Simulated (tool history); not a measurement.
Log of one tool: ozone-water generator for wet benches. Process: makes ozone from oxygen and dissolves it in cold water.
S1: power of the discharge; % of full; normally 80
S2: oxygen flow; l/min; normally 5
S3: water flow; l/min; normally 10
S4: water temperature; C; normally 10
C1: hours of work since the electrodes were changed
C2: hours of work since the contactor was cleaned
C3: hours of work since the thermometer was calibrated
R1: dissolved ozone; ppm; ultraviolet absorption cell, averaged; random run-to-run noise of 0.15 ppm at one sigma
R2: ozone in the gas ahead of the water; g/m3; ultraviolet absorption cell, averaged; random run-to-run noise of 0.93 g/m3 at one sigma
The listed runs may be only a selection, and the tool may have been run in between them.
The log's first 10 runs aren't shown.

run    hour  S1    S2  S3  S4    C1    C2    C3    R1     R2
 11  1559.1  80     5  10  10  2027  1733  1588  18.4  150.3
 12  1734.4  80     5  10  10  2152  1859  1713  18.3    148
       1753  -- contactor cleaned
 13  1915.7  80     5  10  10  2279   116  1840  18.2  147.2
 14  2072.9  80     5  10  10  2392   229  1952  17.9  147.8
     2196.3  -- contactor cleaned, once more
 15  2246.6  80     5   6  10  2513    36  2074  25.4  146.8
 16  2350.6  80  4.89  10  10  2588   110  2148  18.1  148.9
 17  2461.4  80  4.89  10  10  2667   190  2227  18.4  149.2
 18  2595.7  80  4.89  10  10  2763   286  2324  18.1  146.7
 19  2760.6  43  6.33  12   8  2881   404  2441  10.4   83.4
 20  2913.3  53  5.71   8   9  2990   513  2551  15.6  102.3
 21  3050.2  53   2.5   8  11  3088   611  2649  14.4  142.1
 22  3233.1  80     5  10  10  3219   742  2779  17.6  144.8
 23  3449.1  80     5  10  10  3373   896  2934  17.7  145.5
 24  3567.7  80     5  10  10  3458   981  3019  17.5  144.2
 25  3685.2  80     5  10  10  3542  1065  3103  17.9  144.2
 26  3873.7  80   8.3  10  10  3677  1200  3238  17.3  117.3
 27  4064.7  80   8.3  10  10  3814  1337  3374  17.1  117.2
 28  4232.4  53   6.9  12  13  3934  1456  3494  10.7   93.8
 29  4385.9  80  5.42  10  15  4043  1566  3604  15.9    139
 30  4510.4  80  5.42  10  17  4132  1655  3693  15.1  138.3
 31    4722  80  5.42  10  17  4284  1807  3845  15.2    138
 32  4927.4  83     5  13   7  4431  1954  3991  14.9    145
 33  5055.9  83     5  13   7  4523  2046  4083  14.8  144.9
 34  5237.3  83     5  13   7  4652  2175  4213  14.8  143.8

Consider 3 possible next runs. They are alternatives, not a sequence: every one starts from the tool as it was left by run 34. What does each give?
  A  5411.5  83     5  13   9  4777  2300  4338   ?   ?
  B  5411.5  59  5.88  13  10  4777  2300  4338   ?   ?
  C  5411.5  99     5   6  10  4777  2300  4338   ?   ?

run    R1     R2
  A  14.2  144.5
  B  11.2  105.9
  C  26.9  164.6
Stripped of hidden state, with their random variation kept, the same runs would have yielded:
run    R1     R2
  A  16.6  162.2
  B  12.7  115.8
  C  31.9  187.2
